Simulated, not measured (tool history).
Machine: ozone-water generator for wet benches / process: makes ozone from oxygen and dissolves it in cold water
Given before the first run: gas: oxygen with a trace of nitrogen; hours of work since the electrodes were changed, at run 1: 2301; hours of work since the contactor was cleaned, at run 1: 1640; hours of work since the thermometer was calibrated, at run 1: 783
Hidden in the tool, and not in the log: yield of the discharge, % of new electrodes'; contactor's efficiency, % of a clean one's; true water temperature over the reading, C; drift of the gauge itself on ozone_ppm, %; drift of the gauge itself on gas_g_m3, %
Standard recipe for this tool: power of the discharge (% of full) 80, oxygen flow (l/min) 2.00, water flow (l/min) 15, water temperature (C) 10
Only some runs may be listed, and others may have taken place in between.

run,day,power of the discharge (% of full),oxygen flow (l/min),water flow (l/min),water temperature (C),hours of work since the electrodes were changed,hours of work since the contactor was cleaned,hours of work since the thermometer was calibrated,dissolved ozone (ppm),ozone in the gas ahead of the water (g/m3)
1,0.000,80,2.00,15,10,2301,1640,783,13.1,219.0
2,2.938,80,2.00,15,10,2357,1696,839,12.7,216.0
3,5.929,80,2.00,12,10,2415,1753,896,15.9,216.8
4,9.700,80,2.00,12,10,2487,1825,968,15.7,216.1
5,11.788,80,2.00,12,10,2526,1865,1008,16.1,216.9
6,15.154,80,1.23,15,10,2591,1929,1072,11.5,282.8
7,18.775,80,2.00,15,10,2660,1998,1141,13.2,214.4
8,20.367,80,2.00,15,10,2690,2029,1171,12.8,214.8
9,23.196,80,2.00,15,10,2744,2083,1226,12.9,215.9
10,26.096,80,2.00,20,10,2799,2138,1281,9.6,212.0
11,29.312,80,2.00,15,10,2861,2199,1342,12.9,213.2
12,31.275,80,1.36,15,10,2898,2237,1380,12.0,265.5
# day 32.921: gauge calibrated
13,33.958,80,1.36,15,10,2950,2288,1431,11.9,273.0
14,36.017,80,2.00,15,11,2989,2327,1470,12.8,218.0
15,38.642,80,1.46,15,10,3039,2377,1520,11.8,262.1
16,41.588,80,1.46,15,10,3095,2434,1577,12.1,258.8
17,43.779,55,1.54,21,10,3137,2475,1618,6.5,197.9
18,47.125,43,3.45,15,14,3201,2539,1682,8.8,106.1

Run 19, settings as shown, results not yet in. Your forecast:
19,48.775,43,3.02,20,14,3232,2571,1714,?,?

{"run 19": {"dissolved ozone (ppm)": 6.7, "ozone in the gas ahead of the water (g/m3)": 112.1}}
Had the tool carried no hidden state, the very same run would have given dissolved ozone (ppm) 6.8, ozone in the gas ahead of the water (g/m3) 113.8.
